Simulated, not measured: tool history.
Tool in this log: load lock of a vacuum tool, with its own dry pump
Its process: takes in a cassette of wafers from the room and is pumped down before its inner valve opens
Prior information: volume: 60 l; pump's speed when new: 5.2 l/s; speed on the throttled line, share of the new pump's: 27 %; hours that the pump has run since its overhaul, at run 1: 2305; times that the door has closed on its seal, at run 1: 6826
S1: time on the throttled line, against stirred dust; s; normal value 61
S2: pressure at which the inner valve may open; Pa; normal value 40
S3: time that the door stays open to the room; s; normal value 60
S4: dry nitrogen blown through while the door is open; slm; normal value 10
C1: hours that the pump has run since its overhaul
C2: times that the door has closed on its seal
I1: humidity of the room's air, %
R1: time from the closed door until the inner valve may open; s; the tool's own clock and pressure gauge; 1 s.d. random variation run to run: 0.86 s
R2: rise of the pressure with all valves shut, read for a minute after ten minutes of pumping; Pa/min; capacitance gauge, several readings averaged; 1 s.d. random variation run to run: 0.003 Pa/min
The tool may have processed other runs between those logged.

{"run": 1, "day": 0.0, "S1": 61, "S2": 40, "S3": 60, "S4": 10, "C1": 2305, "C2": 6826, "I1": 45.3, "R1": 136.9, "R2": 0.074}
{"run": 2, "day": 3.779, "S1": 89, "S2": 40, "S3": 60, "S4": 10, "C1": 2395, "C2": 7166, "I1": 46.0, "R1": 157.3, "R2": 0.08}
{"run": 3, "day": 6.533, "S1": 89, "S2": 40, "S3": 60, "S4": 10, "C1": 2462, "C2": 7413, "I1": 43.5, "R1": 155.4, "R2": 0.076}
{"run": 4, "day": 10.688, "S1": 89, "S2": 40, "S3": 60, "S4": 10, "C1": 2561, "C2": 7786, "I1": 44.7, "R1": 155.8, "R2": 0.079}
{"run": 5, "day": 14.8, "S1": 89, "S2": 40, "S3": 60, "S4": 10, "C1": 2660, "C2": 8155, "I1": 46.0, "R1": 155.7, "R2": 0.076}
{"run": 6, "day": 20.692, "S1": 89, "S2": 40, "S3": 60, "S4": 10, "C1": 2801, "C2": 8684, "I1": 46.3, "R1": 155.6, "R2": 0.093}
{"run": 7, "day": 26.079, "S1": 89, "S2": 40, "S3": 60, "S4": 5, "C1": 2931, "C2": 9168, "I1": 45.8, "R1": 156.0, "R2": 0.103}
{"run": 8, "day": 29.279, "S1": 89, "S2": 40, "S3": 60, "S4": 7, "C1": 3007, "C2": 9455, "I1": 42.3, "R1": 155.6, "R2": 0.098}
{"run": 9, "day": 31.725, "S1": 67, "S2": 40, "S3": 60, "S4": 10, "C1": 3066, "C2": 9674, "I1": 46.1, "R1": 140.1, "R2": 0.105}
{"run": 10, "day": 35.092, "S1": 61, "S2": 40, "S3": 60, "S4": 10, "C1": 3147, "C2": 9977, "I1": 44.9, "R1": 136.7, "R2": 0.103}
{"run": 11, "day": 40.146, "S1": 61, "S2": 40, "S3": 60, "S4": 10, "C1": 3268, "C2": 10431, "I1": 45.8, "R1": 135.8, "R2": 0.1}
{"run": 12, "day": 44.762, "S1": 61, "S2": 40, "S3": 60, "S4": 10, "C1": 3379, "C2": 10845, "I1": 42.2, "R1": 136.2, "R2": 0.111}
{"run": 13, "day": 50.238, "S1": 61, "S2": 40, "S3": 60, "S4": 10, "C1": 3510, "C2": 11337, "I1": 44.3, "R1": 135.6, "R2": 0.109}
{"run": 14, "day": 52.762, "S1": 38, "S2": 40, "S3": 29, "S4": 10, "C1": 3571, "C2": 11563, "I1": 43.9, "R1": 119.9, "R2": 0.118}
{"run": 15, "day": 57.05, "S1": 61, "S2": 40, "S3": 60, "S4": 6, "C1": 3674, "C2": 11948, "I1": 47.0, "R1": 136.7, "R2": 0.13}
{"run": 16, "day": 59.738, "S1": 61, "S2": 40, "S3": 60, "S4": 6, "C1": 3738, "C2": 12190, "I1": 45.8, "R1": 137.4, "R2": 0.132}
{"run": 17, "day": 65.788, "S1": 61, "S2": 40, "S3": 60, "S4": 6, "C1": 3884, "C2": 12733, "I1": 44.4, "R1": 137.8, "R2": 0.136}
{"run": 18, "day": 70.892, "S1": 61, "S2": 40, "S3": 60, "S4": 6, "C1": 4006, "C2": 13191, "I1": 45.1, "R1": 136.8, "R2": 0.143}
{"run": 19, "day": 76.179, "S1": 61, "S2": 40, "S3": 60, "S4": 6, "C1": 4133, "C2": 13665, "I1": 45.2, "R1": 135.5, "R2": 0.153}
{"run": 20, "day": 80.967, "S1": 61, "S2": 40, "S3": 151, "S4": 10, "C1": 4248, "C2": 14095, "I1": 41.8, "R1": 136.7, "R2": 0.161}
{"run": 21, "day": 85.133, "S1": 76, "S2": 35, "S3": 118, "S4": 16, "C1": 4348, "C2": 14469, "I1": 44.4, "R1": 150.8, "R2": 0.155}
{"run": 22, "day": 87.875, "S1": 45, "S2": 52, "S3": 118, "S4": 16, "C1": 4414, "C2": 14716, "I1": 45.9, "R1": 121.7, "R2": 0.148}
{"run": 23, "day": 93.492, "S1": 53, "S2": 57, "S3": 77, "S4": 40, "C1": 4549, "C2": 15220, "I1": 43.7, "R1": 126.1, "R2": 0.151}
{"run": 24, "day": 98.738, "S1": 61, "S2": 39, "S3": 74, "S4": 10, "C1": 4674, "C2": 15691, "I1": 46.0, "R1": 138.6, "R2": 0.175}
{"run": 25, "day": 101.992, "S1": 61, "S2": 40, "S3": 176, "S4": 30, "C1": 4753, "C2": 15983, "I1": 44.3, "R1": 137.0, "R2": 0.166}
{"run": 26, "day": 107.35, "S1": 120, "S2": 34, "S3": 35, "S4": 18, "C1": 4881, "C2": 16464, "I1": 49.0, "R1": 181.9, "R2": 0.171}

Alternative continuations, all from the tool just after run 26; predict every row:
{"run": "A", "day": 110.3, "S1": 61, "S2": 40, "S3": 60, "S4": 15, "C1": 4952, "C2": 16729, "I1": 46.1, "R1": "?", "R2": "?"}
{"run": "B", "day": 110.3, "S1": 61, "S2": 75, "S3": 60, "S4": 10, "C1": 4952, "C2": 16729, "I1": 43.2, "R1": "?", "R2": "?"}
{"run": "C", "day": 110.3, "S1": 120, "S2": 34, "S3": 41, "S4": 42, "C1": 4952, "C2": 16729, "I1": 44.9, "R1": "?", "R2": "?"}

run=A R1=136.8 R2=0.180
run=B R1=130.2 R2=0.178
run=C R1=180.2 R2=0.163
Without the tool's unlogged condition, the same runs would have read:
run=A R1=134.4 R2=0.022
run=B R1=128.0 R2=0.021
run=C R1=178.0 R2=0.009

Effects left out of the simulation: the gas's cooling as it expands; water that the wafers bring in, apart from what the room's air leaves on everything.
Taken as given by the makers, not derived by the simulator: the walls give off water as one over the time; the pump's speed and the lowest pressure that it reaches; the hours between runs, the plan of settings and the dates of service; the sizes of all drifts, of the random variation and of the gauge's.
